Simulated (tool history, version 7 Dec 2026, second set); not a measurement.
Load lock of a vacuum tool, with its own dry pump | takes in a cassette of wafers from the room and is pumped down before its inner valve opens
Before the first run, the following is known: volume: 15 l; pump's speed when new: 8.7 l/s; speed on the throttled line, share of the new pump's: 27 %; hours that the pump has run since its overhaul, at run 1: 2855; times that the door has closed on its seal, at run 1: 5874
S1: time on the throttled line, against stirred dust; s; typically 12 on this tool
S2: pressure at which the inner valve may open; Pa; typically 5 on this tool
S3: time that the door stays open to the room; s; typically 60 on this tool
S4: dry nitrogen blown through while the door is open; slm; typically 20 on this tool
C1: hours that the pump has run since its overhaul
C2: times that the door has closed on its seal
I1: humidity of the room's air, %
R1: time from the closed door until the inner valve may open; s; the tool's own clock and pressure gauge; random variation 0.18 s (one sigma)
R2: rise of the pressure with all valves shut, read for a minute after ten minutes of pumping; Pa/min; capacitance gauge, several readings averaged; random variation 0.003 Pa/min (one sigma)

run	hour	S1	S2	S3	S4	C1	C2	I1	R1	R2
1	0	12	5	60	20	2855	5874	49.2	27	0.058
2	245.6	12	5	60	20	3101	6192	46.1	26.9	0.056
3	480.7	12	5	60	20	3336	6496	45.3	26.9	0.062
4	723.4	12	6	60	20	3579	6810	42.9	26.6	0.059
5	928.1	12	6	60	20	3784	7075	42.6	27.3	0.059
6	1212.8	12	5	60	20	4068	7444	42	27.2	0.058
7	1418.3	12	5	60	20	4274	7710	48.2	27.2	0.067
8	1690.5	12	5	60	20	4546	8062	47.6	27.3	0.064
9	1961.6	11	4	60	20	4817	8413	43.4	27.2	0.061
10	2223.6	14	5	60	20	5079	8752	44.2	29	0.065
11	2481.8	7	5	27	32	5337	9086	45.8	24.6	0.057
12	2736.6	7	5	27	32	5592	9415	46.2	24.5	0.053
13	2965	7	5	234	42	5820	9711	44.3	24.3	0.076
14	3147.2	7	5	234	42	6003	9947	43.8	24.5	0.079
15	3285.7	21	10	61	23	6141	10126	46	32.7	0.07

What if the next run were any one of these 4? Each begins from the tool's condition after run 15:
A	3494.5	9	5	53	18	6350	10396	47.1	?	?
B	3494.5	21	5	60	20	6350	10396	40.2	?	?
C	3494.5	8	10	61	6	6350	10396	44.6	?	?
D	3494.5	21	10	61	37	6350	10396	44	?	?

run	R1	R2
A	26.2	0.069
B	34.5	0.06
C	24	0.089
D	32.6	0.068
The same runs, with their run-to-run variation unchanged, on a tool lacking any hidden condition would have given:
run	R1	R2
A	23.8	0.04
B	32.6	0.031
C	21.8	0.06
D	30.9	0.039

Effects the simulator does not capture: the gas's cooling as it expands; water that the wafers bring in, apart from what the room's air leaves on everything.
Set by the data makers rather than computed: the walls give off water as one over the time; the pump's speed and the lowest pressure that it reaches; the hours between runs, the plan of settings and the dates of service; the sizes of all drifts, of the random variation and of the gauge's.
